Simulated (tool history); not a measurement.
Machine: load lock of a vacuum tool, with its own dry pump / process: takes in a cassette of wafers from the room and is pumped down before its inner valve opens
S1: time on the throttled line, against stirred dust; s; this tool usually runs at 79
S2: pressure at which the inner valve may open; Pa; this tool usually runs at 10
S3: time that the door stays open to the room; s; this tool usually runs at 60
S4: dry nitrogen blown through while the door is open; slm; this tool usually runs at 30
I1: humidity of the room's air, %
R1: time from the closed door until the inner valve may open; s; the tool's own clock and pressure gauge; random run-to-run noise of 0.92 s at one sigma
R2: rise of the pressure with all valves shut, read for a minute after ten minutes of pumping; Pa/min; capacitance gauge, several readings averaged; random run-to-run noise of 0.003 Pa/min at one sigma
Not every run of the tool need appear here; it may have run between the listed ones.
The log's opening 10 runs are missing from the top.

run 11 day=43.6 | S1=79 S2=10 S3=60 S4=22 | I1=45.6 | R1=146.1 R2=0.025
run 12 day=48.554 | S1=79 S2=10 S3=60 S4=22 | I1=41.2 | R1=145.7 R2=0.031
run 13 day=51.092 | S1=79 S2=18 S3=60 S4=30 | I1=45.1 | R1=140.7 R2=0.028
run 14 day=53.671 | S1=79 S2=18 S3=60 S4=30 | I1=41.9 | R1=139.8 R2=0.022
run 15 day=56.912 | S1=79 S2=18 S3=60 S4=30 | I1=44.7 | R1=140.1 R2=0.025
run 16 day=62.821 | S1=52 S2=18 S3=60 S4=30 | I1=43.9 | R1=120.1 R2=0.027
run 17 day=66.333 | S1=79 S2=10 S3=60 S4=28 | I1=42.8 | R1=145.5 R2=0.019
run 18 day=69.012 | S1=79 S2=10 S3=60 S4=28 | I1=46.4 | R1=145.2 R2=0.027
run 19 day=72.492 | S1=79 S2=10 S3=45 S4=30 | I1=49.5 | R1=145.8 R2=0.023
run 20 day=77.054 | S1=79 S2=10 S3=135 S4=30 | I1=44.3 | R1=146.2 R2=0.03

What does the tool deliver on the next run?
run 21 day=79.904 | S1=63 S2=18 S3=60 S4=30 | I1=43.4 | R1=? R2=?

Run 21 gave R1 126.6 s, R2 0.02 Pa/min.
If the tool had no hidden condition, the same run with the same run-to-run variation would have returned R1 126.5 s, R2 0.02 Pa/min.

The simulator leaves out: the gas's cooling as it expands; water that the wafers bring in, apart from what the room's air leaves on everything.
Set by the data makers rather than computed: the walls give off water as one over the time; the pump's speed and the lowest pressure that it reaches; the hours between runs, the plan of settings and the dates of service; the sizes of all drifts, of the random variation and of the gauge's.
